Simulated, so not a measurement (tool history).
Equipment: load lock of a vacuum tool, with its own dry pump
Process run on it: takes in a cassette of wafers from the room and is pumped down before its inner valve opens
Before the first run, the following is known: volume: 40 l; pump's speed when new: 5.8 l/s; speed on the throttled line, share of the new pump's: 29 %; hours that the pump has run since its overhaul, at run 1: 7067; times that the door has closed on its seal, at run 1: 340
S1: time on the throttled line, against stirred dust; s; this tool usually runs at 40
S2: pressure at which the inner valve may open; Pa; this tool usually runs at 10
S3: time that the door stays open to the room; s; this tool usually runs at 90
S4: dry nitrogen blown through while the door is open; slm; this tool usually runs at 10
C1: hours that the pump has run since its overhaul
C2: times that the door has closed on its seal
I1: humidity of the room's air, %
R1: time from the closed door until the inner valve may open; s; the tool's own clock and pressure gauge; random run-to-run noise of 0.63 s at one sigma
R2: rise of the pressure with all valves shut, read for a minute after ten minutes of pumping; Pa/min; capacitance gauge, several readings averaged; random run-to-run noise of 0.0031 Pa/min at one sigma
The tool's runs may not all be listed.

run	hour	S1	S2	S3	S4	C1	C2	I1	R1	R2
1	0.0	40	10	90	10	7067	340	44.4	93.3	0.068
2	89.6	40	10	90	10	7156	534	41.0	93.4	0.064
3	151.7	40	12	90	10	7219	669	45.0	92.1	0.068
4	238.3	71	10	90	10	7305	857	44.2	114.9	0.062
5	341.3	71	10	90	10	7408	1081	44.1	115.4	0.067
6	416.4	34	10	90	10	7483	1244	44.6	87.9	0.066
7	472.2	34	10	52	10	7539	1365	43.8	89.5	0.041
8	571.5	40	10	90	10	7638	1581	48.0	92.5	0.068
9	657.1	40	10	90	10	7724	1767	42.3	93.4	0.060
10	700.4	40	10	90	10	7767	1861	44.3	93.3	0.068
11	761.2	40	10	90	10	7828	1993	44.7	92.6	0.065
12	819.7	40	10	90	10	7886	2120	47.8	93.9	0.069
13	865.9	40	10	90	10	7933	2220	47.4	92.7	0.073
14	909.7	40	10	40	10	7976	2316	45.1	93.6	0.043
15	997.9	40	10	40	10	8065	2507	42.4	93.6	0.037
16	1053.3	34	10	40	10	8120	2628	44.4	88.5	0.038
17	1126.2	29	10	90	10	8193	2786	44.2	84.7	0.066
18	1191.5	29	10	90	10	8258	2928	45.3	84.8	0.069
19	1236.0	54	7	123	4	8303	3024	43.3	106.2	0.107
20	1283.8	54	7	123	4	8351	3128	44.7	106.8	0.105
21	1361.4	54	7	123	4	8428	3297	43.4	104.5	0.101
22	1443.0	54	12	123	37	8510	3474	46.7	100.4	0.043
23	1514.7	54	12	123	37	8581	3630	44.4	101.1	0.043
24	1598.3	54	12	123	37	8665	3811	42.9	101.4	0.037
25	1653.9	54	12	123	37	8721	3932	46.8	101.4	0.040
26	1718.2	43	12	123	37	8785	4072	39.4	92.7	0.040
27	1781.4	48	10	65	10	8848	4209	46.6	97.7	0.059
28	1858.6	48	10	65	10	8925	4377	45.4	98.6	0.057
29	1908.6	48	10	81	10	8975	4485	46.0	97.4	0.065

The next listed run, before its measurement:
30	1998.7	57	11	101	20	9065	4681	44.8	?	?

For run 30 the tool returned R1 104.2 s, R2 0.048 Pa/min.
Take away the tool's hidden state, keep the run-to-run variation as it was, and the same run would have given R1 104.2 s, R2 0.048 Pa/min.
